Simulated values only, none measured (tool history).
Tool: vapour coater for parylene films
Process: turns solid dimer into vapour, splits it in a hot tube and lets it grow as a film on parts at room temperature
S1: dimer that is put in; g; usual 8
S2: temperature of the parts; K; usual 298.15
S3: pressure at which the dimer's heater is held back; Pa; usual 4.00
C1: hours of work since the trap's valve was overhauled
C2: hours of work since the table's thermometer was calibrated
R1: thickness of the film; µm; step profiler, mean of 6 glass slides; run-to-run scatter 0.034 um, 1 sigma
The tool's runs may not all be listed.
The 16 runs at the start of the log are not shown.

run 17 hour=782.9 | S1=6 S2=298.15 S3=4.00 | C1=163 C2=512 | R1=3.75
run 18 hour=824.7 | S1=8 S2=298.15 S3=8.00 | C1=190 C2=539 | R1=4.69
run 19 hour=864.8 | S1=8 S2=298.15 S3=8.00 | C1=216 C2=565 | R1=4.66
run 20 hour=915.4 | S1=8 S2=298.15 S3=8.00 | C1=250 C2=598 | R1=4.65
run 21 hour=949.3 | S1=4 S2=293.15 S3=3.29 | C1=272 C2=621 | R1=3.00
run 22 hour=1002.3 | S1=4 S2=295.15 S3=9.24 | C1=307 C2=656 | R1=2.50
run 23 hour=1027.0 | S1=4 S2=295.15 S3=9.24 | C1=323 C2=672 | R1=2.52
run 24 hour=1052.2 | S1=8 S2=298.15 S3=5.02 | C1=340 C2=688 | R1=4.86
run 25 hour=1099.7 | S1=8 S2=298.15 S3=5.02 | C1=371 C2=720 | R1=4.89
run 26 hour=1141.0 | S1=8 S2=298.15 S3=5.02 | C1=398 C2=747 | R1=4.88
run 27 hour=1174.6 | S1=8 S2=298.15 S3=5.02 | C1=420 C2=769 | R1=4.80
run 28 hour=1220.9 | S1=8 S2=304.15 S3=7.19 | C1=450 C2=799 | R1=3.89
-- hour=1250.7 trap's valve overhauled
run 29 hour=1265.7 | S1=13 S2=290.15 S3=5.17 | C1=10 C2=826 | R1=10.22
run 30 hour=1291.9 | S1=13 S2=293.15 S3=2.07 | C1=27 C2=843 | R1=10.09
run 31 hour=1327.0 | S1=7 S2=307.15 S3=2.26 | C1=50 C2=866 | R1=3.47
run 32 hour=1382.1 | S1=8 S2=295.15 S3=6.67 | C1=86 C2=902 | R1=5.22
run 33 hour=1418.9 | S1=8 S2=295.15 S3=6.67 | C1=110 C2=926 | R1=5.13
run 34 hour=1469.4 | S1=9 S2=304.15 S3=6.67 | C1=144 C2=960 | R1=4.42
run 35 hour=1496.5 | S1=8 S2=305.15 S3=2.29 | C1=161 C2=977 | R1=4.23
run 36 hour=1540.0 | S1=11 S2=291.15 S3=9.62 | C1=190 C2=1006 | R1=7.76
-- hour=1545.3 table's thermometer calibrated
run 37 hour=1586.4 | S1=11 S2=291.15 S3=9.62 | C1=220 C2=27 | R1=7.79
run 38 hour=1626.3 | S1=7 S2=291.15 S3=3.35 | C1=246 C2=53 | R1=5.52

Forecast each of these 3 alternatives for the next run:
run A hour=1682.9 | S1=13 S2=297.15 S3=4.00 | C1=283 C2=90 | R1=?
run B hour=1682.9 | S1=9 S2=294.15 S3=3.59 | C1=283 C2=90 | R1=?
run C hour=1682.9 | S1=5 S2=291.15 S3=3.35 | C1=283 C2=90 | R1=?

run=A R1=8.23
run=B R1=6.34
run=C R1=3.91
Take away the tool's hidden state, keep each run's random variation, and the runs would have read:
run=A R1=8.25
run=B R1=6.35
run=C R1=3.92

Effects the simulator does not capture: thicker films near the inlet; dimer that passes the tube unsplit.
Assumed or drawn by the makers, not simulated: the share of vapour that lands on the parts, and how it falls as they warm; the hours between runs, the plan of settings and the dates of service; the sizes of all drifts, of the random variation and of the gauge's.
